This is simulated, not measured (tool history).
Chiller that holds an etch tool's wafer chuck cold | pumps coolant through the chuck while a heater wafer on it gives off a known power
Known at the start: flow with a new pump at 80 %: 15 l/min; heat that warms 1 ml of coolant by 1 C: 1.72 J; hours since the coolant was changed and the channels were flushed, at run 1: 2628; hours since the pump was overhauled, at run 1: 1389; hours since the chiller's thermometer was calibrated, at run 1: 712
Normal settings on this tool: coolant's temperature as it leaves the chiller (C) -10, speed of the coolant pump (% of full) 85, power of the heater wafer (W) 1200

run	hour	coolant's temperature as it leaves the chiller (C)	speed of the coolant pump (% of full)	power of the heater wafer (W)	hours since the coolant was changed and the channels were flushed	hours since the pump was overhauled	hours since the chiller's thermometer was calibrated	chuck's temperature once it has settled (C)	how much warmer the coolant comes back (C)
1	0.0	-10	85	1200	2628	1389	712	-1.2	2.63
2	22.1	-10	85	1200	2650	1411	734	-1.0	2.66
3	66.7	-10	85	1200	2695	1456	779	-1.1	2.62
4	87.0	-10	85	1200	2715	1476	799	-1.1	2.68
5	110.0	-10	85	1200	2738	1499	822	-1.1	2.65
6	131.1	-10	85	1200	2759	1520	843	-1.1	2.66
# hour 134.4: chiller's thermometer calibrated
7	166.2	-10	85	1200	2793	1555	32	-1.0	2.67
8	203.7	-15	73	1295	2831	1592	69	-4.3	3.40
9	231.3	-15	73	1295	2858	1620	97	-4.0	3.37
10	254.0	-15	73	1295	2881	1642	120	-3.9	3.36
11	289.3	-2	85	1310	2916	1678	155	7.9	2.89
12	316.4	-2	85	1310	2943	1705	182	7.9	2.91

Describe how what the log doesn't record of the tool's condition differs between the last listed run preceding each entry between runs and the first listed run following it.
In the gap between runs 6 and 7: chiller's thermometer calibrated (hour 134.4)
  heat passed by the chuck's channels, % of clean ones': 89.6 -> 89.5; coolant's true temperature over the reading, C: -0.07 -> -0.09
  measured less the result without the state, chuck's temperature once it has settled (C): +0.8 -> +0.9; how much warmer the coolant comes back (C): +0.05 -> +0.05
